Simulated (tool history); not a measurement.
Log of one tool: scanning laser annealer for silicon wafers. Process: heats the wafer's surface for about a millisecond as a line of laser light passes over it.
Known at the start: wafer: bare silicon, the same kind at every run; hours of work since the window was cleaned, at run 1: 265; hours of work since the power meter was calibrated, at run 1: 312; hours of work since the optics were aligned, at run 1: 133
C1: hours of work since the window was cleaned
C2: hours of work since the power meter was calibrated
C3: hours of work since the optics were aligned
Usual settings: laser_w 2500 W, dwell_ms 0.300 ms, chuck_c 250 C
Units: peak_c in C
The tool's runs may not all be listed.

Run 1, hour 0.0: usual settings; C1 265; C2 312; C3 133. Result: peak_c 905 C.
Run 2, hour 6.3: usual settings but dwell_ms 0.378 ms; C1 269; C2 316; C3 137. Result: peak_c 989 C.
Run 3, hour 13.9: usual settings but dwell_ms 0.378 ms; C1 274; C2 321; C3 143. Result: peak_c 990 C.
Run 4, hour 24.2: usual settings but dwell_ms 0.378 ms; C1 282; C2 328; C3 150. Result: peak_c 989 C.
Run 5, hour 35.7: usual settings but dwell_ms 0.378 ms; C1 289; C2 336; C3 158. Result: peak_c 988 C.
Run 6, hour 44.8: usual settings but dwell_ms 0.378 ms; C1 296; C2 343; C3 164. Result: peak_c 986 C.
At hour 54.3: window over the wafer cleaned.
Run 7, hour 58.2: usual settings but dwell_ms 0.319 ms; C1 3; C2 350; C3 172. Result: peak_c 968 C.
Run 8, hour 70.9: usual settings but dwell_ms 0.319 ms, chuck_c 257 C; C1 11; C2 359; C3 180. Result: peak_c 974 C.
Run 9, hour 84.1: usual settings; C1 21; C2 368; C3 190. Result: peak_c 943 C.
Run 10, hour 94.5: usual settings but chuck_c 277 C; C1 28; C2 375; C3 197. Result: peak_c 966 C.
Run 11, hour 108.1: usual settings; C1 37; C2 385; C3 206. Result: peak_c 939 C.
Run 12, hour 119.8: usual settings; C1 45; C2 393; C3 214. Result: peak_c 937 C.
Run 13, hour 127.8: usual settings; C1 51; C2 398; C3 220. Result: peak_c 933 C.
Run 14, hour 136.1: usual settings but dwell_ms 0.268 ms; C1 56; C2 404; C3 225. Result: peak_c 898 C.
Run 15, hour 146.1: usual settings but dwell_ms 0.210 ms; C1 63; C2 411; C3 232. Result: peak_c 814 C.
Run 16, hour 159.3: usual settings but dwell_ms 0.210 ms; C1 72; C2 420; C3 241. Result: peak_c 811 C.
Run 17, hour 168.5: usual settings but dwell_ms 0.210 ms; C1 79; C2 426; C3 248. Result: peak_c 812 C.
Run 18, hour 176.1: usual settings but laser_w 2159 W, dwell_ms 0.369 ms, chuck_c 288 C; C1 84; C2 432; C3 253. Result: peak_c 915 C.
At hour 180.1: laser's power meter calibrated.
Run 19, hour 192.2: usual settings but laser_w 2249 W, dwell_ms 0.270 ms; C1 93; C2 8; C3 262. Result: peak_c 808 C.
Run 20, hour 206.2: usual settings but laser_w 2712 W, dwell_ms 0.316 ms, chuck_c 230 C; C1 103; C2 18; C3 272. Result: peak_c 1012 C.
Run 21, hour 214.0: usual settings but laser_w 2536 W, dwell_ms 0.317 ms, chuck_c 287 C; C1 108; C2 23; C3 277. Result: peak_c 999 C.
Run 22, hour 227.9: usual settings but laser_w 2703 W, dwell_ms 0.264 ms, chuck_c 230 C; C1 118; C2 33; C3 287. Result: peak_c 929 C.
At hour 241.8: laser's power meter calibrated, once more.
Run 23, hour 243.6: usual settings but laser_w 2703 W, dwell_ms 0.264 ms, chuck_c 230 C; C1 126; C2 1; C3 295. Result: peak_c 921 C.
Run 24, hour 256.6: usual settings but laser_w 2524 W, chuck_c 272 C; C1 135; C2 10; C3 304. Result: peak_c 948 C.
Run 25, hour 269.9: usual settings but laser_w 2432 W, dwell_ms 0.274 ms, chuck_c 225 C; C1 144; C2 19; C3 313. Result: peak_c 836 C.
Run 26, hour 278.8: usual settings but dwell_ms 0.288 ms; C1 150; C2 25; C3 320. Result: peak_c 900 C.
Run 27, hour 286.7: usual settings but dwell_ms 0.288 ms; C1 156; C2 31; C3 325. Result: peak_c 899 C.
Run 28, hour 293.5: usual settings but dwell_ms 0.288 ms; C1 161; C2 36; C3 330. Result: peak_c 901 C.
Run 29, hour 303.8: usual settings but dwell_ms 0.288 ms; C1 168; C2 43; C3 337. Result: peak_c 898 C.
Run 30, hour 313.7: usual settings but dwell_ms 0.288 ms; C1 175; C2 50; C3 344. Result: peak_c 897 C.
Run 31, hour 320.5: usual settings but laser_w 2144 W, dwell_ms 0.376 ms; C1 179; C2 54; C3 348. Result: peak_c 860 C.
Run 32, hour 327.0: usual settings but laser_w 2144 W, dwell_ms 0.376 ms; C1 184; C2 59; C3 353. Result: peak_c 859 C.
Run 33, hour 334.6: usual settings but laser_w 2525 W, dwell_ms 0.337 ms, chuck_c 262 C; C1 189; C2 64; C3 358. Result: peak_c 980 C.
Run 34, hour 346.7: usual settings but dwell_ms 0.342 ms, chuck_c 283 C; C1 197; C2 72; C3 366. Result: peak_c 989 C.

Forecast each of these 3 alternatives for the next run:
Run A, hour 356.1: usual settings but laser_w 2215 W, dwell_ms 0.342 ms, chuck_c 251 C; C1 204; C2 79; C3 373. Result: peak_c ?.
Run B, hour 356.1: usual settings but laser_w 2684 W, dwell_ms 0.263 ms, chuck_c 226 C; C1 204; C2 79; C3 373. Result: peak_c ?.
Run C, hour 356.1: usual settings but dwell_ms 0.329 ms, chuck_c 238 C; C1 204; C2 79; C3 373. Result: peak_c ?.

run  peak_c
  A     853
  B     898
  C     932
Without the tool's hidden state the same runs would have given:
run  peak_c
  A     892
  B     943
  C     978
